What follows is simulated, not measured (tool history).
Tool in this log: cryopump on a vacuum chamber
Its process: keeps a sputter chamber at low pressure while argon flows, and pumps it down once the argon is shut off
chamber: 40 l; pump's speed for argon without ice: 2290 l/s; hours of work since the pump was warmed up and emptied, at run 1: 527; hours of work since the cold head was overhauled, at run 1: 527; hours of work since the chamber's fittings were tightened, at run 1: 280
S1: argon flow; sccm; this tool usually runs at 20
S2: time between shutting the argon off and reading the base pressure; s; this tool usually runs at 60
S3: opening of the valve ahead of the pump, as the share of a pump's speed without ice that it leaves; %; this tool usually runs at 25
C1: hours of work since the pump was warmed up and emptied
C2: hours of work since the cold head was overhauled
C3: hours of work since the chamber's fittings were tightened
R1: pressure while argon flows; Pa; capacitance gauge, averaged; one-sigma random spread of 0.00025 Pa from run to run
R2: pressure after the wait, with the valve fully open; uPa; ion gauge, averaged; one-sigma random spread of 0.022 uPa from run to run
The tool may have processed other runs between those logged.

{"run": 1, "hour": 0.0, "S1": 20, "S2": 60, "S3": 25, "C1": 527, "C2": 527, "C3": 280, "R1": 0.0611, "R2": 0.81}
{"run": 2, "hour": 13.4, "S1": 20, "S2": 60, "S3": 25, "C1": 538, "C2": 538, "C3": 291, "R1": 0.061, "R2": 0.88}
{"run": 3, "hour": 32.6, "S1": 20, "S2": 27, "S3": 25, "C1": 554, "C2": 554, "C3": 306, "R1": 0.0608, "R2": 1.48}
{"run": 4, "hour": 47.4, "S1": 20, "S2": 27, "S3": 25, "C1": 566, "C2": 566, "C3": 318, "R1": 0.0611, "R2": 1.51}
{"run": 5, "hour": 63.3, "S1": 20, "S2": 60, "S3": 25, "C1": 579, "C2": 579, "C3": 331, "R1": 0.061, "R2": 0.87}
{"run": 6, "hour": 81.9, "S1": 20, "S2": 60, "S3": 25, "C1": 594, "C2": 594, "C3": 346, "R1": 0.0612, "R2": 0.83}
{"run": 7, "hour": 97.3, "S1": 20, "S2": 60, "S3": 25, "C1": 606, "C2": 606, "C3": 358, "R1": 0.0614, "R2": 0.91}
{"run": 8, "hour": 113.3, "S1": 20, "S2": 60, "S3": 25, "C1": 619, "C2": 619, "C3": 371, "R1": 0.0611, "R2": 0.89}
{"run": 9, "hour": 129.1, "S1": 20, "S2": 60, "S3": 25, "C1": 632, "C2": 632, "C3": 384, "R1": 0.0617, "R2": 0.93}
{"run": 10, "hour": 139.6, "S1": 20, "S2": 60, "S3": 27, "C1": 641, "C2": 641, "C3": 393, "R1": 0.057, "R2": 0.94}
{"run": 11, "hour": 153.2, "S1": 20, "S2": 60, "S3": 27, "C1": 652, "C2": 652, "C3": 404, "R1": 0.0569, "R2": 0.92}
{"run": 12, "hour": 170.6, "S1": 20, "S2": 60, "S3": 27, "C1": 666, "C2": 666, "C3": 418, "R1": 0.057, "R2": 0.88}
{"run": 13, "hour": 181.3, "S1": 20, "S2": 212, "S3": 24, "C1": 674, "C2": 674, "C3": 427, "R1": 0.0642, "R2": 0.53}
{"run": 14, "hour": 199.5, "S1": 20, "S2": 212, "S3": 24, "C1": 689, "C2": 689, "C3": 441, "R1": 0.0644, "R2": 0.55}
{"run": 15, "hour": 208.7, "S1": 18, "S2": 60, "S3": 25, "C1": 696, "C2": 696, "C3": 449, "R1": 0.0555, "R2": 0.97}
{"run": 16, "hour": 217.2, "S1": 19, "S2": 135, "S3": 16, "C1": 703, "C2": 703, "C3": 456, "R1": 0.091, "R2": 0.63}
{"run": 17, "hour": 225.8, "S1": 20, "S2": 62, "S3": 28, "C1": 710, "C2": 710, "C3": 463, "R1": 0.0552, "R2": 0.9}
{"run": 18, "hour": 243.3, "S1": 18, "S2": 45, "S3": 23, "C1": 725, "C2": 725, "C3": 477, "R1": 0.0602, "R2": 1.11}
{"run": 19, "hour": 257.7, "S1": 18, "S2": 45, "S3": 23, "C1": 736, "C2": 736, "C3": 488, "R1": 0.0604, "R2": 1.1}
{"run": 20, "hour": 271.5, "S1": 39, "S2": 178, "S3": 23, "C1": 747, "C2": 747, "C3": 500, "R1": 0.1306, "R2": 0.62}
{"run": 21, "hour": 286.0, "S1": 20, "S2": 36, "S3": 19, "C1": 759, "C2": 759, "C3": 511, "R1": 0.0803, "R2": 1.36}
{"run": 22, "hour": 305.9, "S1": 20, "S2": 60, "S3": 17, "C1": 775, "C2": 775, "C3": 527, "R1": 0.0897, "R2": 1.01}
{"run": 23, "hour": 323.4, "S1": 20, "S2": 60, "S3": 17, "C1": 789, "C2": 789, "C3": 542, "R1": 0.09, "R2": 0.97}
{"run": 24, "hour": 336.0, "S1": 20, "S2": 60, "S3": 17, "C1": 800, "C2": 800, "C3": 552, "R1": 0.0902, "R2": 0.98}

Predict each of these 4 candidate next runs independently; none follows another, all start after run 24:
{"run": "A", "hour": 345.5, "S1": 18, "S2": 60, "S3": 25, "C1": 807, "C2": 807, "C3": 560, "R1": "?", "R2": "?"}
{"run": "B", "hour": 345.5, "S1": 32, "S2": 60, "S3": 17, "C1": 807, "C2": 807, "C3": 560, "R1": "?", "R2": "?"}
{"run": "C", "hour": 345.5, "S1": 32, "S2": 41, "S3": 44, "C1": 807, "C2": 807, "C3": 560, "R1": "?", "R2": "?"}
{"run": "D", "hour": 345.5, "S1": 16, "S2": 53, "S3": 36, "C1": 807, "C2": 807, "C3": 560, "R1": "?", "R2": "?"}

run=A R1=0.0557 R2=0.99
run=B R1=0.1448 R2=1.02
run=C R1=0.0587 R2=1.24
run=D R1=0.0353 R2=1.08
With no hidden state in the tool, these same runs would have given:
run=A R1=0.0529 R2=0.67
run=B R1=0.1399 R2=0.68
run=C R1=0.0538 R2=0.91
run=D R1=0.0328 R2=0.75
